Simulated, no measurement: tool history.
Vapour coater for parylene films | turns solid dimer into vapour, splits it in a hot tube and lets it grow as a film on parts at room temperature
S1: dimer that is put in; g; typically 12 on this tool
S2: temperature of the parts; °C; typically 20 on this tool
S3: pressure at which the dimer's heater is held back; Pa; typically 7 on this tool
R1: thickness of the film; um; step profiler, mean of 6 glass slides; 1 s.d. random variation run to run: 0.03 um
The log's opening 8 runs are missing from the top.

{"run": 9, "day": 11.179, "S1": 12, "S2": 20, "S3": 7, "R1": 2.7}
{"run": 10, "day": 12.108, "S1": 12, "S2": 20, "S3": 7, "R1": 2.69}
{"run": 11, "day": 13.983, "S1": 12, "S2": 20, "S3": 7, "R1": 2.66}
{"run": 12, "day": 15.512, "S1": 12, "S2": 20, "S3": 7, "R1": 2.68}
{"run": 13, "day": 16.892, "S1": 12, "S2": 20, "S3": 7, "R1": 2.68}
{"run": 14, "day": 18.671, "S1": 12, "S2": 20, "S3": 7, "R1": 2.69}
{"run": 15, "day": 19.992, "S1": 12, "S2": 20, "S3": 7, "R1": 2.74}
{"run": 16, "day": 21.05, "S1": 12, "S2": 20, "S3": 7, "R1": 2.73}
{"run": 17, "day": 22.867, "S1": 14, "S2": 17, "S3": 7, "R1": 3.48}
{"run": 18, "day": 24.871, "S1": 15, "S2": 26, "S3": 3.45, "R1": 3}
{"run": 19, "day": 26.9, "S1": 15, "S2": 26, "S3": 3.45, "R1": 3.07}
{"run": 20, "day": 28.875, "S1": 10, "S2": 26, "S3": 3.84, "R1": 1.98}
{"run": 21, "day": 30.846, "S1": 12, "S2": 19, "S3": 6.09, "R1": 2.86}
{"day": 31.971, "done": "trap's valve overhauled"}
{"run": 22, "day": 32.929, "S1": 6, "S2": 15, "S3": 12, "R1": 1.5}
{"run": 23, "day": 33.971, "S1": 5, "S2": 15, "S3": 6.26, "R1": 1.41}
{"run": 24, "day": 35.412, "S1": 5, "S2": 15, "S3": 6.26, "R1": 1.35}
{"run": 25, "day": 37.362, "S1": 5, "S2": 15, "S3": 6.26, "R1": 1.44}
{"run": 26, "day": 38.975, "S1": 5, "S2": 15, "S3": 6.26, "R1": 1.34}
{"run": 27, "day": 40.962, "S1": 16, "S2": 13, "S3": 6.26, "R1": 4.71}
{"run": 28, "day": 42.362, "S1": 18, "S2": 16, "S3": 10.14, "R1": 4.4}
{"run": 29, "day": 44.317, "S1": 6, "S2": 26, "S3": 10.14, "R1": 1.03}
{"run": 30, "day": 45.821, "S1": 12, "S2": 13, "S3": 4.23, "R1": 3.51}
{"run": 31, "day": 47.475, "S1": 12, "S2": 13, "S3": 4.23, "R1": 3.61}
{"run": 32, "day": 49.354, "S1": 9, "S2": 12, "S3": 7, "R1": 2.65}

5 ways to go on from here, each from the tool as it stands after run 32. What would each give?
{"run": "A", "day": 51.229, "S1": 12, "S2": 20, "S3": 10.31, "R1": "?"}
{"run": "B", "day": 51.229, "S1": 12, "S2": 23, "S3": 5.93, "R1": "?"}
{"run": "C", "day": 51.229, "S1": 17, "S2": 21, "S3": 9.99, "R1": "?"}
{"run": "D", "day": 51.229, "S1": 9, "S2": 15, "S3": 7, "R1": "?"}
{"run": "E", "day": 51.229, "S1": 5, "S2": 15, "S3": 2.31, "R1": "?"}

run=A R1=2.57
run=B R1=2.47
run=C R1=3.56
run=D R1=2.43
run=E R1=1.49
Without the tool's hidden state the same runs would have given:
run=A R1=2.58
run=B R1=2.48
run=C R1=3.58
run=D R1=2.44
run=E R1=1.5
